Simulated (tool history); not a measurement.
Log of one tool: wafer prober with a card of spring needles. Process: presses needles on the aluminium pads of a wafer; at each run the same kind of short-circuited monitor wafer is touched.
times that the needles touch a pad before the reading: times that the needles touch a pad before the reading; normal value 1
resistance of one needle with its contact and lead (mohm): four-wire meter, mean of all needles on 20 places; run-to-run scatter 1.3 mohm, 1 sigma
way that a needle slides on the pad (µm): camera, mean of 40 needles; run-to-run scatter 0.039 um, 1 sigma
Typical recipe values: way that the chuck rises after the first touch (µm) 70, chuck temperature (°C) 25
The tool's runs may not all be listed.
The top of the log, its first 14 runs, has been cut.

| run | hour | way that the chuck rises after the first touch (µm) | chuck temperature (°C) | times that the needles touch a pad before the reading | touches since the tips were cleaned | cleanings since the card got new needles | touches since the first contact's height was set | resistance of one needle with its contact and lead (mohm) | way that a needle slides on the pad (µm) |
|---|---|---|---|---|---|---|---|---|---|
|  | 246.7 | tips cleaned on abrasive film |
|  | 264.0 | tips cleaned on abrasive film |
| 15 | 272.6 | 70 | 67 | 1 | 2138 | 36 | 23741 | 124 | 13.16 |
|  | 280.3 | height of the first contact set anew, once more |
|  | 280.4 | tips cleaned on abrasive film |
|  | 296.1 | tips cleaned on abrasive film |
| 16 | 299.9 | 70 | 67 | 1 | 961 | 38 | 4872 | 117 | 13.71 |
|  | 312.0 | tips cleaned on abrasive film |
| 17 | 321.0 | 70 | 67 | 1 | 2254 | 39 | 10126 | 124 | 13.79 |
|  | 328.4 | tips cleaned on abrasive film |
| 18 | 336.0 | 66 | 27 | 1 | 1904 | 40 | 13866 | 119 | 12.91 |
|  | 344.3 | tips cleaned on abrasive film |
| 19 | 355.5 | 66 | 27 | 1 | 2820 | 41 | 18728 | 118 | 12.99 |
|  | 359.5 | tips cleaned on abrasive film |
|  | 376.4 | tips cleaned on abrasive film |
| 20 | 376.4 | 66 | 112 | 3 | 0 | 43 | 23893 | 120 | 12.92 |
|  | 393.2 | tips cleaned on abrasive film |
| 21 | 399.8 | 62 | 88 | 3 | 1661 | 44 | 29743 | 121 | 12.10 |
|  | 409.2 | tips cleaned on abrasive film |
| 22 | 422.5 | 62 | 88 | 3 | 3331 | 45 | 35411 | 123 | 12.11 |
|  | 425.8 | tips cleaned on abrasive film |
|  | 441.9 | tips cleaned on abrasive film |
| 23 | 444.0 | 74 | 77 | 1 | 519 | 47 | 40742 | 117 | 14.45 |
|  | 456.9 | tips cleaned on abrasive film |
| 24 | 456.9 | 83 | 25 | 1 | 0 | 48 | 43944 | 108 | 16.17 |
|  | 473.2 | tips cleaned on abrasive film |
| 25 | 474.1 | 56 | 84 | 1 | 238 | 49 | 48233 | 120 | 10.91 |
|  | 489.9 | tips cleaned on abrasive film |
| 26 | 492.0 | 56 | 84 | 1 | 522 | 50 | 52690 | 124 | 10.84 |
|  | 506.2 | tips cleaned on abrasive film |
| 27 | 514.4 | 55 | 25 | 1 | 2057 | 51 | 58269 | 126 | 10.70 |
|  | 522.5 | tips cleaned on abrasive film |
| 28 | 531.2 | 55 | 25 | 1 | 2181 | 52 | 62453 | 124 | 10.64 |
|  | 537.7 | tips cleaned on abrasive film |
| 29 | 552.5 | 71 | 83 | 1 | 3710 | 53 | 67771 | 128 | 13.81 |
|  | 553.8 | tips cleaned on abrasive film |
|  | 569.2 | tips cleaned on abrasive film |
| 30 | 578.0 | 70 | 89 | 1 | 2217 | 55 | 74114 | 125 | 13.61 |
|  | 585.4 | tips cleaned on abrasive film |
| 31 | 592.8 | 80 | 44 | 2 | 1861 | 56 | 77799 | 116 | 15.56 |

Here are 3 independent what-if runs from the current tool condition. What would each one return?
|  | 600.9 | tips cleaned on abrasive film |
| A | 611.8 | 66 | 33 | 2 | 2717 | 57 | 82528 | ? | ? |
|  | 600.9 | tips cleaned on abrasive film |
| B | 611.8 | 80 | 44 | 3 | 2717 | 57 | 82528 | ? | ? |
|  | 600.9 | tips cleaned on abrasive film |
| C | 611.8 | 70 | 68 | 1 | 2717 | 57 | 82528 | ? | ? |

| run | resistance of one needle with its contact and lead (mohm) | way that a needle slides on the pad (µm) |
|---|---|---|
| A | 116 | 12.78 |
| B | 112 | 15.56 |
| C | 124 | 13.60 |
Take away the tool's hidden state, keep each run's random variation, and the runs would have read:
| run | resistance of one needle with its contact and lead (mohm) | way that a needle slides on the pad (µm) |
|---|---|---|
| A | 106 | 13.04 |
| B | 108 | 15.82 |
| C | 112 | 13.85 |

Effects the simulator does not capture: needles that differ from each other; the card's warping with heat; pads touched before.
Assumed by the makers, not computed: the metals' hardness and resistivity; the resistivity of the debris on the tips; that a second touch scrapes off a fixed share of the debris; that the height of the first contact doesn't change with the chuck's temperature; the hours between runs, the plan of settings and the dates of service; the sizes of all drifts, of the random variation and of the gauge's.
